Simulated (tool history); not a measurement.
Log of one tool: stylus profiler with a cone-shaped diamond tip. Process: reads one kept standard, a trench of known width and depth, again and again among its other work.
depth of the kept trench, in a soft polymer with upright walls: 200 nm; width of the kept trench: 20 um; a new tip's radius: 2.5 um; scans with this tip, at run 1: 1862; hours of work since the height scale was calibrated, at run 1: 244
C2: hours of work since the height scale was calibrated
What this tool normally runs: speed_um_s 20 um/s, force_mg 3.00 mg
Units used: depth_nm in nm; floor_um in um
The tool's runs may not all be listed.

{"run": 1, "hour": 0.0, "speed_um_s": 20, "force_mg": 3.0, "scans with this tip": 1862, "C2": 244, "depth_nm": 201.53, "floor_um": 17.94}
{"run": 2, "hour": 28.5, "speed_um_s": 20, "force_mg": 3.0, "scans with this tip": 2019, "C2": 265, "depth_nm": 201.45, "floor_um": 17.85}
{"run": 3, "hour": 59.9, "speed_um_s": 20, "force_mg": 3.0, "scans with this tip": 2191, "C2": 287, "depth_nm": 201.53, "floor_um": 17.89}
{"run": 4, "hour": 79.0, "speed_um_s": 20, "force_mg": 2.03, "scans with this tip": 2296, "C2": 301, "depth_nm": 201.07, "floor_um": 17.83}
{"run": 5, "hour": 102.4, "speed_um_s": 27, "force_mg": 2.03, "scans with this tip": 2425, "C2": 318, "depth_nm": 201.16, "floor_um": 17.77}
{"run": 6, "hour": 122.0, "speed_um_s": 20, "force_mg": 3.0, "scans with this tip": 2533, "C2": 332, "depth_nm": 201.44, "floor_um": 17.82}
{"run": 7, "hour": 139.6, "speed_um_s": 20, "force_mg": 3.0, "scans with this tip": 2629, "C2": 345, "depth_nm": 201.49, "floor_um": 17.81}
{"run": 8, "hour": 169.9, "speed_um_s": 20, "force_mg": 3.0, "scans with this tip": 2796, "C2": 367, "depth_nm": 201.56, "floor_um": 17.83}
{"run": 9, "hour": 184.0, "speed_um_s": 20, "force_mg": 3.0, "scans with this tip": 2874, "C2": 377, "depth_nm": 201.51, "floor_um": 17.82}
{"run": 10, "hour": 201.8, "speed_um_s": 20, "force_mg": 3.0, "scans with this tip": 2971, "C2": 390, "depth_nm": 201.56, "floor_um": 17.77}
{"run": 11, "hour": 228.0, "speed_um_s": 8, "force_mg": 2.57, "scans with this tip": 3116, "C2": 408, "depth_nm": 201.21, "floor_um": 17.94}
{"run": 12, "hour": 247.1, "speed_um_s": 8, "force_mg": 2.57, "scans with this tip": 3221, "C2": 422, "depth_nm": 201.17, "floor_um": 17.9}
{"run": 13, "hour": 264.1, "speed_um_s": 49, "force_mg": 5.21, "scans with this tip": 3314, "C2": 435, "depth_nm": 202.12, "floor_um": 17.7}
{"run": 14, "hour": 293.1, "speed_um_s": 49, "force_mg": 5.21, "scans with this tip": 3474, "C2": 455, "depth_nm": 202.13, "floor_um": 17.68}
{"run": 15, "hour": 326.0, "speed_um_s": 50, "force_mg": 3.2, "scans with this tip": 3654, "C2": 479, "depth_nm": 201.4, "floor_um": 17.65}
{"run": 16, "hour": 358.2, "speed_um_s": 50, "force_mg": 3.2, "scans with this tip": 3832, "C2": 502, "depth_nm": 201.53, "floor_um": 17.63}
{"run": 17, "hour": 372.0, "speed_um_s": 50, "force_mg": 3.2, "scans with this tip": 3908, "C2": 512, "depth_nm": 201.5, "floor_um": 17.61}
{"run": 18, "hour": 388.5, "speed_um_s": 29, "force_mg": 1.39, "scans with this tip": 3998, "C2": 524, "depth_nm": 200.82, "floor_um": 17.68}
{"run": 19, "hour": 411.4, "speed_um_s": 29, "force_mg": 1.39, "scans with this tip": 4124, "C2": 541, "depth_nm": 200.57, "floor_um": 17.65}

Predict each of these 3 candidate next runs independently; none follows another, all start after run 19:
{"run": "A", "hour": 426.4, "speed_um_s": 29, "force_mg": 4.13, "scans with this tip": 4207, "C2": 552, "depth_nm": "?", "floor_um": "?"}
{"run": "B", "hour": 426.4, "speed_um_s": 16, "force_mg": 1.52, "scans with this tip": 4207, "C2": 552, "depth_nm": "?", "floor_um": "?"}
{"run": "C", "hour": 426.4, "speed_um_s": 49, "force_mg": 7.17, "scans with this tip": 4207, "C2": 552, "depth_nm": "?", "floor_um": "?"}

run=A depth_nm=201.78 floor_um=17.77
run=B depth_nm=200.73 floor_um=17.77
run=C depth_nm=202.55 floor_um=17.59
Stripped of hidden state, with their random variation kept, the same runs would have yielded:
run=A depth_nm=202.09 floor_um=17.94
run=B depth_nm=201.04 floor_um=17.94
run=C depth_nm=202.87 floor_um=17.77
